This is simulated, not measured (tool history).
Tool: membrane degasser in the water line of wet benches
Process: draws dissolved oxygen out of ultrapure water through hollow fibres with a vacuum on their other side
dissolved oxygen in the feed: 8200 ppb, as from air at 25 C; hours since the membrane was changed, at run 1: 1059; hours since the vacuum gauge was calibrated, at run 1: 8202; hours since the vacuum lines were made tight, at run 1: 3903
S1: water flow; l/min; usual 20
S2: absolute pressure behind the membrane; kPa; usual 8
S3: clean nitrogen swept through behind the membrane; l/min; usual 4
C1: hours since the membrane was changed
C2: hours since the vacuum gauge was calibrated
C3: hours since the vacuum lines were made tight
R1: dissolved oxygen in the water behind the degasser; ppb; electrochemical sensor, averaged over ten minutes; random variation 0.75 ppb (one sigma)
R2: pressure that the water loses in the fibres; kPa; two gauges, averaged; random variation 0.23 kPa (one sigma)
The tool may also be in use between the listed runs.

| run | hour | S1 | S2 | S3 | C1 | C2 | C3 | R1 | R2 |
|---|---|---|---|---|---|---|---|---|---|
| 1 | 0 | 20 | 8 | 4 | 1059 | 8202 | 3903 | 69 | 56.11 |
| 2 | 37.9 | 20 | 8 | 4 | 1097 | 8240 | 3941 | 69.3 | 56.33 |
| 3 | 82.7 | 20 | 8 | 4 | 1141 | 8284 | 3985 | 69.8 | 56.21 |
| 4 | 106.4 | 20 | 8 | 4 | 1165 | 8308 | 4009 | 68.4 | 56.25 |
| 5 | 127.8 | 20 | 8 | 2.51 | 1187 | 8330 | 4031 | 102.2 | 55.89 |
| 6 | 163.6 | 20 | 8 | 2.51 | 1222 | 8365 | 4066 | 99.8 | 56.27 |
| 7 | 183.9 | 22 | 8 | 4 | 1243 | 8386 | 4087 | 82.4 | 62.15 |
| 8 | 212.4 | 22 | 8 | 4 | 1271 | 8414 | 4115 | 81 | 62.05 |
| 9 | 258.4 | 22 | 8 | 4 | 1317 | 8460 | 4161 | 79.7 | 61.78 |
| 10 | 293.3 | 20 | 8 | 4 | 1352 | 8495 | 4196 | 67.3 | 55.97 |
|  | 296.2 | vacuum gauge calibrated |
| 11 | 321.8 | 20 | 8 | 4 | 1380 | 26 | 4224 | 70.3 | 56.04 |
| 12 | 371.1 | 20 | 8 | 4 | 1429 | 75 | 4273 | 68.7 | 56.29 |
| 13 | 398.4 | 20 | 8 | 4 | 1457 | 102 | 4301 | 69 | 56.24 |
| 14 | 418.8 | 20 | 8 | 4 | 1477 | 123 | 4321 | 69.2 | 55.92 |
| 15 | 462.7 | 20 | 8 | 7.19 | 1521 | 166 | 4365 | 44.8 | 56.06 |
| 16 | 495.4 | 22 | 8 | 4 | 1554 | 199 | 4398 | 79.4 | 61.76 |
| 17 | 522.3 | 22 | 8 | 4 | 1581 | 226 | 4425 | 80.5 | 61.69 |
| 18 | 570.2 | 20 | 11.94 | 1.76 | 1629 | 274 | 4473 | 237.9 | 56.15 |
| 19 | 592.6 | 27 | 8.24 | 4 | 1651 | 296 | 4495 | 118.5 | 75.48 |
| 20 | 614.5 | 29 | 7.42 | 8.58 | 1673 | 318 | 4517 | 81.4 | 81.7 |
| 21 | 644 | 17 | 10.19 | 8.58 | 1702 | 348 | 4546 | 39.9 | 47.59 |
| 22 | 666.7 | 17 | 10.19 | 8.58 | 1725 | 370 | 4569 | 40.1 | 47.81 |
| 23 | 695.5 | 17 | 10.19 | 8.58 | 1754 | 399 | 4598 | 39 | 47.91 |
| 24 | 743.4 | 17 | 6.08 | 8.58 | 1802 | 447 | 4646 | 18.9 | 47.56 |
| 25 | 773.6 | 17 | 6.08 | 8.58 | 1832 | 477 | 4676 | 19.2 | 47.38 |
| 26 | 795.5 | 17 | 6.08 | 8.58 | 1854 | 499 | 4698 | 19.2 | 47.68 |
| 27 | 826.5 | 17 | 6.08 | 8.58 | 1885 | 530 | 4729 | 19 | 48.14 |
| 28 | 869.7 | 20 | 8 | 2.73 | 1928 | 574 | 4772 | 96.8 | 56 |

Hidden state at the last listed run before each entry between runs and at the first one after, where it differs:
Between runs 10 and 11: vacuum gauge calibrated (hour 296.2)
  no hidden state differs between the two runs
